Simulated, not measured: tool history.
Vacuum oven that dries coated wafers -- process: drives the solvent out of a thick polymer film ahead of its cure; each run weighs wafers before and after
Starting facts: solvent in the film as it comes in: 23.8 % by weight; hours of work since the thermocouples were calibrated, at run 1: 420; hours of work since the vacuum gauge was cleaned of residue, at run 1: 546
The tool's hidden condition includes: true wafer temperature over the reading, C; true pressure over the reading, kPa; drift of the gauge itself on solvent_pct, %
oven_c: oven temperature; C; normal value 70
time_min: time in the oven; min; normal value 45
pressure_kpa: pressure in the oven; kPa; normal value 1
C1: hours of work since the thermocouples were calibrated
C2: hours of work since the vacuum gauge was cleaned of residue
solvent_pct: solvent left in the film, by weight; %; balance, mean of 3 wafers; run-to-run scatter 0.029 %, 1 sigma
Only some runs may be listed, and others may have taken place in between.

Run 1, day 0: usual settings; C1 420; C2 546. Result: solvent_pct 1.55 %.
Run 2, day 1.092: usual settings; C1 433; C2 559. Result: solvent_pct 1.52 %.
Run 3, day 1.971: usual settings; C1 444; C2 570. Result: solvent_pct 1.57 %.
Run 4, day 2.729: usual settings but pressure_kpa 1.21 kPa; C1 453; C2 579. Result: solvent_pct 1.68 %.
Run 5, day 3.908: usual settings; C1 467; C2 593. Result: solvent_pct 1.5 %.
Run 6, day 4.883: usual settings; C1 478; C2 605. Result: solvent_pct 1.58 %.
Run 7, day 5.85: usual settings but time_min 79 min; C1 490; C2 616. Result: solvent_pct 1.04 %.
Run 8, day 7.142: usual settings but time_min 79 min; C1 506; C2 632. Result: solvent_pct 1.07 %.
Run 9, day 7.912: usual settings but time_min 79 min; C1 515; C2 641. Result: solvent_pct 1 %.
Run 10, day 8.483: usual settings but pressure_kpa 2.55 kPa; C1 522; C2 648. Result: solvent_pct 2.8 %.
Run 11, day 9.204: usual settings but pressure_kpa 0.54 kPa; C1 530; C2 656. Result: solvent_pct 1.16 %.
Run 12, day 9.954: usual settings but pressure_kpa 0.54 kPa; C1 539; C2 665. Result: solvent_pct 1.16 %.
Run 13, day 11.233: usual settings but pressure_kpa 0.54 kPa; C1 555; C2 681. Result: solvent_pct 1.21 %.
Run 14, day 12.012: usual settings but pressure_kpa 0.54 kPa; C1 564; C2 690. Result: solvent_pct 1.16 %.
Run 15, day 13.262: usual settings but time_min 43 min; C1 579; C2 705. Result: solvent_pct 1.66 %.
Run 16, day 13.862: usual settings but time_min 43 min; C1 586; C2 712. Result: solvent_pct 1.67 %.
Run 17, day 14.504: usual settings but pressure_kpa 1.82 kPa; C1 594; C2 720. Result: solvent_pct 2.21 %.
Run 18, day 15.338: usual settings but pressure_kpa 1.82 kPa; C1 604; C2 730. Result: solvent_pct 2.19 %.
Run 19, day 16.554: usual settings but pressure_kpa 0.79 kPa; C1 618; C2 744. Result: solvent_pct 1.4 %.
At day 17.458: oven's thermocouples calibrated.
Run 20, day 17.65: usual settings but pressure_kpa 0.79 kPa; C1 2; C2 757. Result: solvent_pct 1.56 %.
Run 21, day 18.329: usual settings but pressure_kpa 0.79 kPa; C1 10; C2 765. Result: solvent_pct 1.6 %.
Run 22, day 19.621: usual settings but oven_c 57 C; C1 26; C2 780. Result: solvent_pct 7.03 %.
Run 23, day 20.183: usual settings but oven_c 57 C; C1 33; C2 787. Result: solvent_pct 6.96 %.
Run 24, day 21.275: usual settings but oven_c 57 C; C1 46; C2 800. Result: solvent_pct 6.91 %.
Run 25, day 22.133: usual settings but oven_c 61 C, pressure_kpa 0.81 kPa; C1 56; C2 810. Result: solvent_pct 4.57 %.
Run 26, day 22.804: usual settings but oven_c 61 C, time_min 32 min, pressure_kpa 1.03 kPa; C1 64; C2 818. Result: solvent_pct 6.97 %.
Run 27, day 23.712: usual settings but oven_c 84 C, time_min 56 min, pressure_kpa 2.3 kPa; C1 75; C2 829. Result: solvent_pct 1.27 %.
Run 28, day 24.862: usual settings but oven_c 84 C, time_min 35 min, pressure_kpa 1.25 kPa; C1 89; C2 843. Result: solvent_pct 0.72 %.
Run 29, day 25.512: usual settings but oven_c 84 C, time_min 35 min, pressure_kpa 1.25 kPa; C1 96; C2 851. Result: solvent_pct 0.75 %.
Run 30, day 26.179: usual settings but oven_c 84 C, time_min 35 min, pressure_kpa 1.25 kPa; C1 104; C2 859. Result: solvent_pct 0.85 %.
Run 31, day 27.412: usual settings but oven_c 60 C, time_min 70 min, pressure_kpa 0.66 kPa; C1 119; C2 873. Result: solvent_pct 2.81 %.
Run 32, day 28.138: usual settings but oven_c 60 C, time_min 70 min, pressure_kpa 0.66 kPa; C1 128; C2 882. Result: solvent_pct 2.75 %.
Run 33, day 29.45: usual settings but oven_c 60 C, time_min 70 min, pressure_kpa 0.66 kPa; C1 144; C2 898. Result: solvent_pct 2.81 %.
Run 34, day 30.379: usual settings but oven_c 85 C, time_min 46 min, pressure_kpa 0.66 kPa; C1 155; C2 909. Result: solvent_pct 0.46 %.
Run 35, day 31.179: usual settings but oven_c 60 C, time_min 28 min, pressure_kpa 0.66 kPa; C1 164; C2 918. Result: solvent_pct 8.06 %.
Run 36, day 32.029: usual settings but oven_c 73 C, time_min 65 min, pressure_kpa 1.84 kPa; C1 174; C2 929. Result: solvent_pct 1.68 %.
Run 37, day 32.958: usual settings but oven_c 73 C, time_min 65 min, pressure_kpa 1.84 kPa; C1 186; C2 940. Result: solvent_pct 1.66 %.
Run 38, day 33.738: usual settings but oven_c 60 C, time_min 23 min, pressure_kpa 1.84 kPa; C1 195; C2 949. Result: solvent_pct 10.35 %.
Run 39, day 34.321: usual settings but oven_c 83 C, pressure_kpa 3.32 kPa; C1 202; C2 956. Result: solvent_pct 1.85 %.
Run 40, day 35.046: usual settings but oven_c 83 C, pressure_kpa 3.32 kPa; C1 211; C2 965. Result: solvent_pct 1.77 %.
Run 41, day 35.992: usual settings but time_min 47 min, pressure_kpa 0.78 kPa; C1 222; C2 976. Result: solvent_pct 1.5 %.
Run 42, day 37.25: usual settings but time_min 47 min, pressure_kpa 0.78 kPa; C1 237; C2 991. Result: solvent_pct 1.5 %.
Run 43, day 38.179: usual settings but time_min 31 min, pressure_kpa 0.54 kPa; C1 248; C2 1002. Result: solvent_pct 2.58 %.
Run 44, day 39.158: usual settings but time_min 31 min, pressure_kpa 0.54 kPa; C1 260; C2 1014. Result: solvent_pct 2.61 %.
Run 45, day 40.4: usual settings but time_min 31 min, pressure_kpa 0.54 kPa; C1 275; C2 1029. Result: solvent_pct 2.54 %.
Run 46, day 41.733: usual settings but oven_c 80 C, time_min 30 min, pressure_kpa 0.98 kPa; C1 291; C2 1045. Result: solvent_pct 0.95 %.

For each entry between runs, how does the tool's hidden state at the last listed run before it compare with that at the first listed run after it?
Run 19 -> run 20: oven's thermocouples calibrated (day 17.458)
  true wafer temperature over the reading, C: 1.25 -> 0.17; true pressure over the reading, kPa: 0.269 -> 0.273
  the result without the hidden state subtracted from the measured one, solvent_pct: -0.01 -> +0.19 %

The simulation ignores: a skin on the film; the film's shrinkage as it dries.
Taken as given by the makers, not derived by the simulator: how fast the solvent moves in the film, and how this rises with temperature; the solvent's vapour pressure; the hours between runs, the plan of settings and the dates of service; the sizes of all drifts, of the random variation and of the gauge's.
